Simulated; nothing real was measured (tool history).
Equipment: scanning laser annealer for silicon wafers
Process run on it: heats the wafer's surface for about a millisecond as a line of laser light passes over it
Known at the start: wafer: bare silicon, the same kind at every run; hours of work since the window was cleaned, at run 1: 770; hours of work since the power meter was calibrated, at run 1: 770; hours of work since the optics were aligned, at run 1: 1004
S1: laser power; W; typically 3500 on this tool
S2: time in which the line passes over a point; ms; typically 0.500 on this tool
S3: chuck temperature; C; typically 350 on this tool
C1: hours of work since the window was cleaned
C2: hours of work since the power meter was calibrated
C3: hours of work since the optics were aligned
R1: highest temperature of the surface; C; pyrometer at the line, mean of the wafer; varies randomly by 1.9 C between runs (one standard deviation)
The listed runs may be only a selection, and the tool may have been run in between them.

run 1 hour=0.0 | S1=3500 S2=0.500 S3=350 | C1=770 C2=770 C3=1004 | R1=1126
run 2 hour=35.1 | S1=3500 S2=0.500 S3=350 | C1=796 C2=796 C3=1030 | R1=1123
run 3 hour=69.2 | S1=3500 S2=0.500 S3=350 | C1=822 C2=822 C3=1056 | R1=1125
run 4 hour=108.1 | S1=3500 S2=0.471 S3=350 | C1=851 C2=851 C3=1085 | R1=1101
run 5 hour=124.7 | S1=3500 S2=0.471 S3=364 | C1=863 C2=863 C3=1097 | R1=1112
run 6 hour=147.1 | S1=3500 S2=0.500 S3=350 | C1=880 C2=880 C3=1114 | R1=1116
-- hour=165.2 window over the wafer cleaned
run 7 hour=170.3 | S1=3500 S2=0.500 S3=350 | C1=4 C2=896 C3=1130 | R1=1168
run 8 hour=199.1 | S1=3500 S2=0.500 S3=350 | C1=25 C2=917 C3=1151 | R1=1163
run 9 hour=218.9 | S1=3500 S2=0.500 S3=350 | C1=40 C2=932 C3=1166 | R1=1166
run 10 hour=244.0 | S1=3500 S2=0.500 S3=350 | C1=59 C2=951 C3=1185 | R1=1164
run 11 hour=278.2 | S1=3500 S2=0.500 S3=350 | C1=84 C2=976 C3=1210 | R1=1162
run 12 hour=312.9 | S1=3500 S2=0.500 S3=350 | C1=110 C2=1002 C3=1236 | R1=1160
run 13 hour=331.3 | S1=3500 S2=0.500 S3=350 | C1=124 C2=1016 C3=1250 | R1=1158
run 14 hour=367.6 | S1=3500 S2=0.500 S3=350 | C1=151 C2=1043 C3=1277 | R1=1158
run 15 hour=397.2 | S1=3500 S2=0.544 S3=350 | C1=173 C2=1065 C3=1299 | R1=1190
run 16 hour=424.5 | S1=3500 S2=0.544 S3=350 | C1=193 C2=1085 C3=1319 | R1=1190
run 17 hour=446.6 | S1=3500 S2=0.544 S3=350 | C1=210 C2=1102 C3=1336 | R1=1188
run 18 hour=483.9 | S1=3369 S2=0.500 S3=350 | C1=238 C2=1130 C3=1364 | R1=1114
run 19 hour=505.8 | S1=3500 S2=0.500 S3=350 | C1=254 C2=1146 C3=1380 | R1=1152
run 20 hour=541.4 | S1=3500 S2=0.500 S3=350 | C1=281 C2=1172 C3=1407 | R1=1154
run 21 hour=575.3 | S1=3500 S2=0.500 S3=350 | C1=306 C2=1198 C3=1432 | R1=1150
run 22 hour=595.5 | S1=3500 S2=0.500 S3=350 | C1=321 C2=1213 C3=1447 | R1=1144
run 23 hour=635.1 | S1=3500 S2=0.500 S3=350 | C1=350 C2=1242 C3=1476 | R1=1147
run 24 hour=652.9 | S1=3500 S2=0.500 S3=350 | C1=364 C2=1256 C3=1490 | R1=1145
-- hour=673.9 optics aligned, line set to its width
run 25 hour=692.4 | S1=3500 S2=0.500 S3=350 | C1=389 C2=1281 C3=14 | R1=1158
run 26 hour=715.3 | S1=3500 S2=0.500 S3=350 | C1=407 C2=1298 C3=31 | R1=1155
run 27 hour=736.7 | S1=3645 S2=0.356 S3=365 | C1=422 C2=1314 C3=47 | R1=1089
run 28 hour=753.5 | S1=3794 S2=0.372 S3=380 | C1=435 C2=1327 C3=59 | R1=1154
run 29 hour=794.2 | S1=2989 S2=0.559 S3=389 | C1=465 C2=1357 C3=90 | R1=1074
run 30 hour=822.5 | S1=3211 S2=0.559 S3=364 | C1=487 C2=1378 C3=111 | R1=1117
run 31 hour=848.7 | S1=3804 S2=0.586 S3=332 | C1=506 C2=1398 C3=130 | R1=1300
run 32 hour=878.8 | S1=3576 S2=0.586 S3=329 | C1=529 C2=1420 C3=153 | R1=1217
run 33 hour=899.3 | S1=3842 S2=0.362 S3=329 | C1=544 C2=1436 C3=168 | R1=1101
run 34 hour=928.9 | S1=3842 S2=0.362 S3=329 | C1=566 C2=1458 C3=190 | R1=1101
run 35 hour=953.8 | S1=3500 S2=0.594 S3=350 | C1=584 C2=1476 C3=209 | R1=1215
run 36 hour=982.4 | S1=3442 S2=0.372 S3=315 | C1=606 C2=1498 C3=230 | R1=987
run 37 hour=1011.5 | S1=3845 S2=0.414 S3=325 | C1=627 C2=1519 C3=252 | R1=1144
run 38 hour=1039.8 | S1=3409 S2=0.487 S3=370 | C1=649 C2=1540 C3=273 | R1=1124
run 39 hour=1067.0 | S1=3409 S2=0.494 S3=370 | C1=669 C2=1561 C3=293 | R1=1129
run 40 hour=1084.4 | S1=3848 S2=0.576 S3=370 | C1=682 C2=1574 C3=306 | R1=1330
run 41 hour=1120.0 | S1=3460 S2=0.500 S3=350 | C1=708 C2=1600 C3=333 | R1=1123

How would selected steps in R1 from run to run divide? Give the signed amount a tool lacking its hidden state would still show from settings, what came in and random variation, and the signed amount left for the hidden state, including any gauge scatter that is not in both of the compared results.
The hidden state here: light that passes the window, % of a clean one's; laser's true power over the reading, %; width of the line over the set one, %; drift of the gauge itself on peak_c, C.
Run 6 -> 7: window over the wafer cleaned. R1 +52 C: hidden state +51, all else +1.
Run 24 -> 25: optics aligned, line set to its width. R1 +13 C: hidden state +12, all else +1.
Run 35 -> 36: S1 3500 -> 3442, S2 0.594 -> 0.372, S3 350 -> 315. R1 -228 C: hidden state +6, all else -234.
Run 39 -> 40: S1 3409 -> 3848, S2 0.494 -> 0.576. R1 +201 C: hidden state -10, all else +211.
Run 40 -> 41: S1 3848 -> 3460, S2 0.576 -> 0.500, S3 370 -> 350. R1 -207 C: hidden state +7, all else -214.
